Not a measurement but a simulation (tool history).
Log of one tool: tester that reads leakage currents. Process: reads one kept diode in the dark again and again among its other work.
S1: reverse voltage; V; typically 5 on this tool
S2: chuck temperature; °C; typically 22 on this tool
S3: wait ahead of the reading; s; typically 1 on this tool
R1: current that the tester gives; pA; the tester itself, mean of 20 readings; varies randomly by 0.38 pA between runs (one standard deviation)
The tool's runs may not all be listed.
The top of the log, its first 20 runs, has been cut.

{"run": 21, "day": 27.979, "S1": 5, "S2": 22, "S3": 0.72, "R1": 129.81}
{"run": 22, "day": 28.925, "S1": 5, "S2": 26, "S3": 0.68, "R1": 176.83}
{"run": 23, "day": 30.483, "S1": 9.76, "S2": 38, "S3": 0.44, "R1": 594.28}
{"run": 24, "day": 32.471, "S1": 9.76, "S2": 38, "S3": 0.44, "R1": 598.44}
{"run": 25, "day": 33.579, "S1": 9.76, "S2": 38, "S3": 0.44, "R1": 597.56}
{"run": 26, "day": 34.471, "S1": 3.66, "S2": 23, "S3": 0.84, "R1": 121.76}
{"day": 34.738, "done": "tester calibrated, once more"}
{"run": 27, "day": 36.362, "S1": 16.18, "S2": 56, "S3": 2.54, "R1": 2548.64}
{"run": 28, "day": 38.129, "S1": 16.18, "S2": 56, "S3": 2.54, "R1": 2567.73}
{"run": 29, "day": 39.308, "S1": 19.76, "S2": 22, "S3": 9.51, "R1": 259.08}
{"run": 30, "day": 40.704, "S1": 19.76, "S2": 22, "S3": 9.51, "R1": 257.53}
{"run": 31, "day": 42.808, "S1": 1.61, "S2": 21, "S3": 0.81, "R1": 70.61}
{"run": 32, "day": 44.538, "S1": 12.67, "S2": 31, "S3": 1.93, "R1": 416.38}
{"run": 33, "day": 46.383, "S1": 10.01, "S2": 21, "S3": 1, "R1": 174.51}
{"run": 34, "day": 47.404, "S1": 4.06, "S2": 39, "S3": 2.78, "R1": 427.15}
{"run": 35, "day": 49.442, "S1": 4.06, "S2": 39, "S3": 2.78, "R1": 425.49}
{"run": 36, "day": 50.562, "S1": 1.67, "S2": 36, "S3": 0.59, "R1": 224.53}
{"run": 37, "day": 51.475, "S1": 1.67, "S2": 36, "S3": 0.59, "R1": 225.46}
{"run": 38, "day": 53.067, "S1": 1.67, "S2": 36, "S3": 0.59, "R1": 225.95}
{"run": 39, "day": 54.512, "S1": 1.67, "S2": 36, "S3": 0.59, "R1": 226.04}
{"run": 40, "day": 55.875, "S1": 1.78, "S2": 23, "S3": 1.98, "R1": 88.36}

Branching from run 40: 4 alternative next runs. What would each branch give?
{"run": "A", "day": 57.625, "S1": 1.78, "S2": 23, "S3": 1.15, "R1": "?"}
{"run": "B", "day": 57.625, "S1": 1.78, "S2": 37, "S3": 1.98, "R1": "?"}
{"run": "C", "day": 57.625, "S1": 1.67, "S2": 47, "S3": 1.1, "R1": "?"}
{"run": "D", "day": 57.625, "S1": 1.93, "S2": 35, "S3": 1.44, "R1": "?"}

run=A R1=88.62
run=B R1=251.19
run=C R1=485.76
run=D R1=226.56
Take away the tool's hidden state, keep each run's random variation, and the runs would have read:
run=A R1=82.63
run=B R1=236.19
run=C R1=458.82
run=D R1=212.8
